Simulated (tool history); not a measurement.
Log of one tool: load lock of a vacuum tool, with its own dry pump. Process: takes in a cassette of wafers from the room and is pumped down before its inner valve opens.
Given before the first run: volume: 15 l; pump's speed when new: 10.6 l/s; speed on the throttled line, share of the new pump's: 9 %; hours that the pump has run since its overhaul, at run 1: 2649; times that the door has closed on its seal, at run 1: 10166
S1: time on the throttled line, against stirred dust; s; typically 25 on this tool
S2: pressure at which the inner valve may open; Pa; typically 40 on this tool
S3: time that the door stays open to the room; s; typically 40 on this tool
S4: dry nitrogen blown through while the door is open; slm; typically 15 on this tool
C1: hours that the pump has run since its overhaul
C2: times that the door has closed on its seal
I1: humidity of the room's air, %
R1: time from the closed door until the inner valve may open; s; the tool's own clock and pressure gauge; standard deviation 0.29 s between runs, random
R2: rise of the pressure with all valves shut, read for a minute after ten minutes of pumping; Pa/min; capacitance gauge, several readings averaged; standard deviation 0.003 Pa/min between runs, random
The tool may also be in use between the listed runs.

Run 1, hour 0.0: usual settings; C1 2649; C2 10166; I1 44.0. Result: R1 33.9 s, R2 0.100 Pa/min.
Run 2, hour 77.7: usual settings; C1 2727; C2 10500; I1 46.6. Result: R1 34.0 s, R2 0.102 Pa/min.
Run 3, hour 143.8: usual settings; C1 2793; C2 10784; I1 44.8. Result: R1 34.1 s, R2 0.101 Pa/min.
Run 4, hour 272.6: usual settings but S2 61 Pa; C1 2922; C2 11338; I1 41.8. Result: R1 33.9 s, R2 0.107 Pa/min.
Run 5, hour 384.7: usual settings but S2 61 Pa; C1 3034; C2 11819; I1 44.4. Result: R1 33.3 s, R2 0.118 Pa/min.
Run 6, hour 489.2: usual settings but S2 61 Pa; C1 3138; C2 12268; I1 45.2. Result: R1 33.6 s, R2 0.123 Pa/min.
Run 7, hour 616.7: usual settings but S2 61 Pa; C1 3266; C2 12817; I1 47.4. Result: R1 34.1 s, R2 0.126 Pa/min.
Run 8, hour 741.7: usual settings but S4 36 slm; C1 3391; C2 13354; I1 46.4. Result: R1 33.8 s, R2 0.117 Pa/min.
Run 9, hour 849.4: usual settings but S2 57 Pa; C1 3499; C2 13817; I1 44.0. Result: R1 34.0 s, R2 0.134 Pa/min.
Run 10, hour 980.1: usual settings but S2 57 Pa; C1 3629; C2 14379; I1 43.1. Result: R1 34.0 s, R2 0.140 Pa/min.
Run 11, hour 1101.1: usual settings but S2 57 Pa; C1 3750; C2 14899; I1 42.1. Result: R1 33.8 s, R2 0.139 Pa/min.
Run 12, hour 1173.5: usual settings but S3 203 s; C1 3823; C2 15210; I1 43.2. Result: R1 34.5 s, R2 0.186 Pa/min.
Run 13, hour 1273.8: usual settings but S3 203 s; C1 3923; C2 15641; I1 44.8. Result: R1 34.3 s, R2 0.183 Pa/min.
Run 14, hour 1377.7: usual settings but S1 36 s, S3 33 s; C1 4027; C2 16088; I1 44.4. Result: R1 44.3 s, R2 0.161 Pa/min.
Run 15, hour 1469.9: usual settings but S1 36 s, S3 28 s, S4 8 slm; C1 4119; C2 16484; I1 44.3. Result: R1 44.0 s, R2 0.173 Pa/min.
Run 16, hour 1577.2: usual settings but S1 15 s, S3 32 s, S4 5 slm; C1 4226; C2 16945; I1 44.0. Result: R1 25.2 s, R2 0.187 Pa/min.
Run 17, hour 1709.8: usual settings but S1 22 s, S2 53 Pa, S3 200 s, S4 13 slm; C1 4359; C2 17516; I1 39.5. Result: R1 31.3 s, R2 0.216 Pa/min.
Run 18, hour 1845.6: usual settings but S1 29 s, S2 51 Pa, S3 200 s, S4 13 slm; C1 4495; C2 18099; I1 45.8. Result: R1 37.3 s, R2 0.225 Pa/min.
Run 19, hour 1978.8: usual settings but S1 13 s, S2 76 Pa; C1 4628; C2 18672; I1 46.2. Result: R1 22.0 s, R2 0.195 Pa/min.
Run 20, hour 2051.3: usual settings but S1 13 s, S2 76 Pa; C1 4701; C2 18983; I1 47.8. Result: R1 22.9 s, R2 0.196 Pa/min.
Run 21, hour 2187.6: usual settings but S2 32 Pa, S4 16 slm; C1 4837; C2 19569; I1 46.5. Result: R1 34.5 s, R2 0.212 Pa/min.
Run 22, hour 2255.5: usual settings but S2 32 Pa, S4 16 slm; C1 4905; C2 19861; I1 40.4. Result: R1 35.0 s, R2 0.207 Pa/min.
Run 23, hour 2382.4: usual settings but S2 42 Pa, S3 47 s; C1 5032; C2 20407; I1 43.4. Result: R1 34.1 s, R2 0.214 Pa/min.
Run 24, hour 2497.7: usual settings but S2 42 Pa, S3 47 s; C1 5147; C2 20902; I1 44.4. Result: R1 34.8 s, R2 0.229 Pa/min.
Run 25, hour 2568.4: usual settings but S2 42 Pa, S3 34 s; C1 5218; C2 21206; I1 39.9. Result: R1 34.3 s, R2 0.231 Pa/min.

Subtracting, for every run, the result it would have given without the tool's unlogged condition from the measured result gives the following. The same run-to-run variation enters both numbers; the gauge's scatter may not:
The tool's hidden condition here consists of: pump's speed, % of a new pump's; leak at the door's seal, Pa l/s; drift of the gauge itself on ready_s, %; drift of the gauge itself on rise_pa_min, %.
run    R1      R2
  1  +0.2  +0.070
  2  +0.2  +0.073
  3  +0.2  +0.074
  4  +0.2  +0.079
  5  +0.2  +0.084
  6  +0.3  +0.088
  7  +0.2  +0.096
  8  +0.3  +0.098
  9  +0.3  +0.107
 10  +0.3  +0.111
 11  +0.3  +0.115
 12  +0.4  +0.122
 13  +0.3  +0.126
 14  +0.3  +0.133
 15  +0.3  +0.137
 16  +0.5  +0.146
 17  +0.4  +0.151
 18  +0.4  +0.158
 19  +0.4  +0.166
 20  +0.5  +0.168
 21  +0.5  +0.179
 22  +0.5  +0.180
 23  +0.5  +0.190
 24  +0.5  +0.199
 25  +0.4  +0.201
